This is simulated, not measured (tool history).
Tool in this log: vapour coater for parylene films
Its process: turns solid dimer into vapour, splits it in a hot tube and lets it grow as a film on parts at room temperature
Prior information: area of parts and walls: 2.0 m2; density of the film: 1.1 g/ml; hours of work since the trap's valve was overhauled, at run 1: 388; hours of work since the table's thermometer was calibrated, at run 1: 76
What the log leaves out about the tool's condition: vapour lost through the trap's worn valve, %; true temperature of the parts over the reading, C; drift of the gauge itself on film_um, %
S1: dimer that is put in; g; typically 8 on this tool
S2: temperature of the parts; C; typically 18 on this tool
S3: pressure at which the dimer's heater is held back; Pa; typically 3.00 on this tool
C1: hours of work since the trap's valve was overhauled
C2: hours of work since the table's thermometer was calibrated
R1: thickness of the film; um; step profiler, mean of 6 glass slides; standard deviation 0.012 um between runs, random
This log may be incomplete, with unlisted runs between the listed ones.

run   hour  S1  S2     S3   C1   C2    R1
  1    0.0   8  18   3.00  388   76  3.00
  2   21.9   8  18   3.00  400   87  2.98
  3   43.5   8  18   3.00  411   98  2.97
  4   77.9   8  18   3.00  428  116  2.94
  5   96.6   8  18   3.00  438  126  2.99
  6  129.9   8  18   3.00  455  143  2.96
  7  149.6   8  18   3.00  465  153  2.98
  8  172.0   8  18   3.00  476  164  2.96
  9  196.0   8  18   3.00  489  176  2.96
 10  229.7   8  18   3.00  506  194  2.95
 11  259.3   4  18   3.00  521  209  1.48
 12  293.1   8  18   9.28  538  226  2.51
 13  323.1   8  18   9.28  554  241  2.51
 14  342.8   8  18   9.28  564  251  2.52
 15  363.9   9  10   7.30  575  262  3.42
 16  383.8   7  17  11.33  585  272  2.19
 17  409.4   7  12   3.81  598  285  2.77
 18  427.9   8  16   3.00  607  295  3.05
 19  451.0   8  16   8.54  619  307  2.65
 20  467.4   7  11   6.28  627  315  2.64

Consider 4 possible next runs. They are alternatives, not a sequence: every one starts from the tool as it was left by run 20. What does each give?
  A  493.0  10  18  3.00  641  328   ?
  B  493.0   4  15  6.28  641  328   ?
  C  493.0   4  11  3.91  641  328   ?
  D  493.0   5  17  3.00  641  328   ?

run    R1
  A  3.69
  B  1.43
  C  1.62
  D  1.86
Had the tool no hidden state, the same runs would have come out as:
run    R1
  A  3.75
  B  1.45
  C  1.64
  D  1.89

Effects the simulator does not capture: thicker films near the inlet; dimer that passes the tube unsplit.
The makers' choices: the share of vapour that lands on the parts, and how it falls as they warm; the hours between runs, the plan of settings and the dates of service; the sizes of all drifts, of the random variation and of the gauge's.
